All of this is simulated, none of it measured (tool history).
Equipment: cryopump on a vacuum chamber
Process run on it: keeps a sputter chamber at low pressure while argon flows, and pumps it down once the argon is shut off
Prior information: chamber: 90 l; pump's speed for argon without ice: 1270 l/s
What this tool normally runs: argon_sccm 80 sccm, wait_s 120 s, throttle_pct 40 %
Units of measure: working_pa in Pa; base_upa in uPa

| run | hour | argon_sccm | wait_s | throttle_pct | working_pa | base_upa |
|---|---|---|---|---|---|---|
| 1 | 0.0 | 80 | 120 | 40 | 0.2734 | 1.75 |
| 2 | 37.7 | 80 | 120 | 40 | 0.2757 | 1.82 |
| 3 | 56.8 | 75 | 120 | 40 | 0.2579 | 1.76 |
| 4 | 75.3 | 75 | 120 | 40 | 0.2610 | 1.84 |
| 5 | 96.5 | 80 | 120 | 40 | 0.2756 | 1.83 |
| 6 | 132.2 | 59 | 120 | 40 | 0.2066 | 1.91 |

Run 7 has not been measured yet. What should we expect?
| 7 | 155.9 | 32 | 120 | 40 | ? | ? |

{"run 7": {"working_pa": 0.1125, "base_upa": 1.89}}
The same run, on a tool lacking any hidden state, would have yielded working_pa 0.1067 Pa, base_upa 1.04 uPa.
